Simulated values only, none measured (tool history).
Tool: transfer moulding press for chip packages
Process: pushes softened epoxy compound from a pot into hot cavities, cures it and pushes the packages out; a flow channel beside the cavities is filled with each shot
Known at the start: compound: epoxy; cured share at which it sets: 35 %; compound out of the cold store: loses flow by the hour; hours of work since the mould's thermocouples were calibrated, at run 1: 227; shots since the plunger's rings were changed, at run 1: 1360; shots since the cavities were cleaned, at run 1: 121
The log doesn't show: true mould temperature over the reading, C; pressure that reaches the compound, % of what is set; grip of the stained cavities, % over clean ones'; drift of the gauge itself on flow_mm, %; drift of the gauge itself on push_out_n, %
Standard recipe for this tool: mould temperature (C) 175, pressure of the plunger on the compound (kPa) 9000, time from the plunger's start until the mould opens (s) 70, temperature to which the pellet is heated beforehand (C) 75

run   hour  mould temperature (C)  pressure of the plunger on the compound (kPa)  time from the plunger's start until the mould opens (s)  temperature to which the pellet is heated beforehand (C)  hours of work since the mould's thermocouples were calibrated  shots since the plunger's rings were changed  shots since the cavities were cleaned  incoming compound's hours out of the cold store  length that the compound runs in the flow channel (mm)  greatest force on the pins that push the packages out (N)
  1      0                    175                                           9000                                                       70                                                        75                                                            227                                          1360                                    121                                             46.2                                                     794                                                        519
  2    7.1                    175                                           9000                                                       53                                                        75                                                            230                                          1425                                    186                                             11.4                                                     911                                                       1162
  3   15.8                    175                                           9000                                                       67                                                        75                                                            233                                          1505                                    266                                             28.7                                                     850                                                        683
  4   24.6                    175                                           9000                                                       70                                                        77                                                            237                                          1585                                    346                                              9.4                                                     923                                                        671
  5     37                    175                                           9000                                                       70                                                        75                                                            242                                          1698                                    459                                             19.9                                                     878                                                        729
  6   43.4                    175                                           9000                                                       70                                                        75                                                            244                                          1756                                    517                                             44.3                                                     798                                                        758
  7   53.2                    175                                           9000                                                       70                                                        75                                                            248                                          1846                                    607                                             36.2                                                     821                                                        756
  8   65.3                    175                                           9000                                                       70                                                        75                                                            253                                          1957                                    718                                             41.7                                                     799                                                        807
  9   71.9                    175                                           9000                                                       70                                                        75                                                            256                                          2017                                    778                                             43.8                                                     792                                                        806
      74.6  -- cavities cleaned with cleaning compound and waxed
 10   83.6                    175                                           9000                                                       70                                                        75                                                            260                                          2110                                     82                                             21.3                                                     868                                                       1081
 11   90.3                    175                                           9000                                                       70                                                        75                                                            263                                          2171                                    143                                             14.7                                                     892                                                       1118
 12    104                    175                                           9000                                                       70                                                        75                                                            268                                          2296                                    268                                             38.8                                                     809                                                        989
 13  112.3                    175                                           9000                                                       70                                                        75                                                            272                                          2372                                    344                                             23.4                                                     860                                                       1007
 14  119.8                    175                                           9000                                                       70                                                        75                                                            275                                          2441                                    413                                             16.7                                                     880                                                       1037
     128.4  -- cavities cleaned with cleaning compound and waxed, once more
 15  131.7                    173                                           7490                                                       70                                                        69                                                            279                                          2536                                     30                                             24.3                                                     780                                                        516
     138.7  -- plunger's sealing rings changed
 16  145.2                    181                                           8220                                                      107                                                        76                                                            283                                            60                                    131                                             26.1                                                     822                                                        432
 17  158.6                    181                                           8220                                                      107                                                        76                                                            289                                           182                                    253                                             46.3                                                     757                                                        493
 18  172.7                    175                                           8550                                                       72                                                        75                                                            295                                           311                                    382                                              8.4                                                     912                                                        680
 19  186.8                    175                                           7450                                                       70                                                        75                                                            300                                           439                                    510                                               21                                                     808                                                        741
 20  197.5                    175                                           7750                                                       70                                                        82                                                            305                                           537                                    608                                             10.6                                                     859                                                        766
 21  203.5                    175                                           7750                                                       70                                                        82                                                            307                                           592                                    663                                               36                                                     771                                                        768
 22  210.9                    175                                           7750                                                       78                                                        82                                                            310                                           660                                    731                                             44.4                                                     749                                                        705
 23  223.2                    175                                           7750                                                       78                                                        82                                                            315                                           773                                    844                                             33.7                                                     777                                                        746
 24  229.1                    174                                           7750                                                       69                                                        82                                                            317                                           826                                    897                                             30.6                                                     791                                                        878
 25  235.3                    182                                           8180                                                       76                                                        75                                                            320                                           883                                    954                                             47.5                                                     741                                                        731
     237.7  -- cavities cleaned with cleaning compound and waxed
 26  243.9                    182                                           8180                                                       76                                                        75                                                            323                                           948                                     57                                             16.4                                                     837                                                        398
 27  250.1                    182                                           8180                                                       76                                                        75                                                            325                                          1005                                    114                                             45.9                                                     742                                                        435

Run 28 comes next. What will it give?
 28   256                    182                                           8180                                                       76                                                        75                                                            328                                          1058                                    167                                             33.6                                                       ?                                                          ?

{"run 28": {"length that the compound runs in the flow channel (mm)": 781, "greatest force on the pins that push the packages out (N)": 470}}
The same run, on a tool lacking any hidden state, would have yielded length that the compound runs in the flow channel (mm) 794, greatest force on the pins that push the packages out (N) 350.

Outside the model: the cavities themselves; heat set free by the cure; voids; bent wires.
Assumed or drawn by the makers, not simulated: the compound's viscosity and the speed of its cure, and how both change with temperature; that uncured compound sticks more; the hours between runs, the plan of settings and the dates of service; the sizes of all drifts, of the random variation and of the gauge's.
